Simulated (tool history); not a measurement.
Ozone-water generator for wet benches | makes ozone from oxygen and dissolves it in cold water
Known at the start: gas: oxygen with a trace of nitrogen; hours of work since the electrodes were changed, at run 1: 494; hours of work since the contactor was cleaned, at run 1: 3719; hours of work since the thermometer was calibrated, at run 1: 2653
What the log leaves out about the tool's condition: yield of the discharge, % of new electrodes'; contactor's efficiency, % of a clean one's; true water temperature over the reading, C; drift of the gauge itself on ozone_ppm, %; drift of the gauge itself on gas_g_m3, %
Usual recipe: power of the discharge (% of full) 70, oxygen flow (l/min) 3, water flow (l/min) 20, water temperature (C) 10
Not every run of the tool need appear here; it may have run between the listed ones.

| run | hour | power of the discharge (% of full) | oxygen flow (l/min) | water flow (l/min) | water temperature (C) | hours of work since the electrodes were changed | hours of work since the contactor was cleaned | hours of work since the thermometer was calibrated | dissolved ozone (ppm) | ozone in the gas ahead of the water (g/m3) |
|---|---|---|---|---|---|---|---|---|---|---|
| 1 | 0 | 70 | 3 | 20 | 10 | 494 | 3719 | 2653 | 20.4 | 217.1 |
| 2 | 33.2 | 70 | 3 | 20 | 10 | 519 | 3744 | 2678 | 20.3 | 216.3 |
| 3 | 67.6 | 70 | 3 | 20 | 10 | 545 | 3770 | 2705 | 20.4 | 220.3 |
| 4 | 90.8 | 70 | 3 | 20 | 10 | 563 | 3788 | 2722 | 20.5 | 218.7 |
| 5 | 128 | 52 | 3 | 20 | 10 | 592 | 3817 | 2751 | 15.3 | 163.3 |
| 6 | 163.1 | 46 | 3 | 20 | 10 | 618 | 3843 | 2778 | 14 | 147.4 |
| 7 | 186.5 | 70 | 3 | 20 | 10 | 636 | 3861 | 2795 | 20.3 | 216 |
| 8 | 204.7 | 70 | 3 | 15 | 10 | 650 | 3875 | 2809 | 25.7 | 217.7 |
| 9 | 220.9 | 70 | 3 | 15 | 10 | 662 | 3888 | 2822 | 25.8 | 218.2 |
| 10 | 237.3 | 70 | 3 | 20 | 10 | 675 | 3900 | 2834 | 20.7 | 216.6 |
| 11 | 271.2 | 51 | 3 | 20 | 10 | 701 | 3926 | 2860 | 15.3 | 162.8 |
| 12 | 306.8 | 51 | 4.35 | 20 | 16 | 728 | 3953 | 2887 | 15.2 | 131.5 |
| 13 | 326.8 | 93 | 2.77 | 14 | 10 | 743 | 3969 | 2903 | 35.2 | 296.1 |
| 14 | 365.7 | 72 | 4.79 | 25 | 7 | 773 | 3998 | 2932 | 19.6 | 173.2 |
| 15 | 392.2 | 72 | 4.79 | 25 | 8 | 793 | 4019 | 2953 | 19.1 | 172.7 |
| 16 | 426.7 | 72 | 4.79 | 25 | 8 | 820 | 4045 | 2979 | 19.3 | 172.9 |
| 17 | 464.9 | 72 | 4.79 | 25 | 8 | 849 | 4074 | 3008 | 18.9 | 172.7 |
| 18 | 482.9 | 72 | 4.79 | 25 | 8 | 863 | 4088 | 3022 | 19.2 | 172 |
| 19 | 517.7 | 72 | 4.79 | 25 | 8 | 889 | 4114 | 3049 | 19.2 | 172.3 |
| 20 | 539.7 | 72 | 4.79 | 25 | 8 | 906 | 4131 | 3065 | 19.2 | 172.2 |
| 21 | 577.4 | 72 | 4.79 | 25 | 8 | 935 | 4160 | 3094 | 19.2 | 171.3 |

Consider 5 possible next runs. They are alternatives, not a sequence: every one starts from the tool as it was left by run 21. What does each give?
| A | 597.1 | 72 | 4.79 | 30 | 17 | 950 | 4175 | 3109 | ? | ? |
| B | 597.1 | 72 | 4.79 | 14 | 6 | 950 | 4175 | 3109 | ? | ? |
| C | 597.1 | 72 | 4.85 | 25 | 7 | 950 | 4175 | 3109 | ? | ? |
| D | 597.1 | 68 | 4.79 | 25 | 8 | 950 | 4175 | 3109 | ? | ? |
| E | 597.1 | 70 | 3 | 17 | 9 | 950 | 4175 | 3109 | ? | ? |

| run | dissolved ozone (ppm) | ozone in the gas ahead of the water (g/m3) |
|---|---|---|
| A | 15.2 | 171.4 |
| B | 29.9 | 172.6 |
| C | 19.3 | 170.7 |
| D | 18.1 | 161.9 |
| E | 23.7 | 215.1 |
With the hidden condition removed and each run's random variation left untouched, the same runs would have given:
| run | dissolved ozone (ppm) | ozone in the gas ahead of the water (g/m3) |
|---|---|---|
| A | 15.2 | 171.4 |
| B | 29.9 | 172.7 |
| C | 19.3 | 170.8 |
| D | 18.1 | 162 |
| E | 23.7 | 215.2 |
